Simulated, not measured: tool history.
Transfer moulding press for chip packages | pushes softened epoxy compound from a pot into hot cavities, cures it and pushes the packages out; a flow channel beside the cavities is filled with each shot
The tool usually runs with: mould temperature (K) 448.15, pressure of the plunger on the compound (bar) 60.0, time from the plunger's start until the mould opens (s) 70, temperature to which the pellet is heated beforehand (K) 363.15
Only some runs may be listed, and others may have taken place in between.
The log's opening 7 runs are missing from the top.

| run | hour | mould temperature (K) | pressure of the plunger on the compound (bar) | time from the plunger's start until the mould opens (s) | temperature to which the pellet is heated beforehand (K) | incoming compound's hours out of the cold store | length that the compound runs in the flow channel (mm) | greatest force on the pins that push the packages out (N) |
|---|---|---|---|---|---|---|---|---|
| 8 | 55.7 | 453.15 | 60.0 | 70 | 363.15 | 26.4 | 713 | 605 |
| 9 | 62.1 | 453.15 | 60.0 | 70 | 363.15 | 45.4 | 681 | 618 |
| 10 | 70.8 | 448.15 | 60.0 | 70 | 363.15 | 19.4 | 744 | 772 |
| 11 | 80.4 | 447.15 | 60.0 | 70 | 363.15 | 41.6 | 698 | 750 |
| 12 | 92.6 | 447.15 | 60.0 | 70 | 363.15 | 11.2 | 769 | 812 |
|  | 97.0 | cavities cleaned with cleaning compound and waxed |
| 13 | 105.1 | 448.15 | 60.0 | 70 | 363.15 | 24.3 | 726 | 444 |
| 14 | 112.4 | 448.15 | 60.0 | 70 | 363.15 | 12.6 | 764 | 525 |
|  | 118.8 | cavities cleaned with cleaning compound and waxed, once more |
| 15 | 122.4 | 448.15 | 60.0 | 60 | 363.15 | 41.9 | 695 | 565 |
| 16 | 130.3 | 448.15 | 60.0 | 70 | 358.15 | 42.7 | 689 | 480 |
| 17 | 137.3 | 448.15 | 65.3 | 104 | 363.15 | 30.6 | 745 | 378 |
| 18 | 146.9 | 448.15 | 65.3 | 92 | 363.15 | 37.7 | 729 | 430 |
| 19 | 156.3 | 448.15 | 46.1 | 92 | 363.15 | 25.8 | 636 | 453 |
|  | 167.3 | cavities cleaned with cleaning compound and waxed |
| 20 | 168.8 | 440.15 | 60.0 | 79 | 363.15 | 28.7 | 742 | 485 |
| 21 | 180.0 | 448.15 | 60.0 | 101 | 363.15 | 12.0 | 753 | 347 |
| 22 | 190.9 | 448.15 | 61.4 | 56 | 373.15 | 17.6 | 739 | 927 |
| 23 | 196.4 | 440.15 | 70.7 | 70 | 363.15 | 20.6 | 830 | 954 |
| 24 | 203.7 | 454.15 | 70.7 | 70 | 372.15 | 16.1 | 790 | 484 |
| 25 | 210.6 | 455.15 | 70.9 | 70 | 365.15 | 30.4 | 748 | 493 |
|  | 215.8 | cavities cleaned with cleaning compound and waxed |
| 26 | 218.7 | 455.15 | 70.9 | 70 | 365.15 | 34.1 | 731 | 312 |
| 27 | 227.9 | 443.15 | 70.9 | 94 | 365.15 | 33.8 | 761 | 397 |
| 28 | 235.4 | 454.15 | 70.9 | 87 | 368.15 | 14.3 | 786 | 378 |
| 29 | 242.6 | 448.15 | 47.4 | 70 | 358.15 | 27.7 | 626 | 594 |
| 30 | 249.8 | 446.15 | 45.5 | 70 | 373.15 | 36.6 | 597 | 621 |

Each row is a separate what-if for the run after 30, all from the same tool condition, not one after another. Results?
| A | 256.6 | 448.15 | 67.6 | 62 | 369.15 | 15.5 | ? | ? |
| B | 256.6 | 446.15 | 52.8 | 62 | 373.15 | 41.8 | ? | ? |
| C | 256.6 | 446.15 | 74.1 | 70 | 359.15 | 42.9 | ? | ? |

| run | length that the compound runs in the flow channel (mm) | greatest force on the pins that push the packages out (N) |
|---|---|---|
| A | 776 | 850 |
| B | 638 | 904 |
| C | 750 | 687 |
Had the tool no hidden state, the same runs would have come out as:
| run | length that the compound runs in the flow channel (mm) | greatest force on the pins that push the packages out (N) |
|---|---|---|
| A | 808 | 511 |
| B | 665 | 545 |
| C | 781 | 415 |

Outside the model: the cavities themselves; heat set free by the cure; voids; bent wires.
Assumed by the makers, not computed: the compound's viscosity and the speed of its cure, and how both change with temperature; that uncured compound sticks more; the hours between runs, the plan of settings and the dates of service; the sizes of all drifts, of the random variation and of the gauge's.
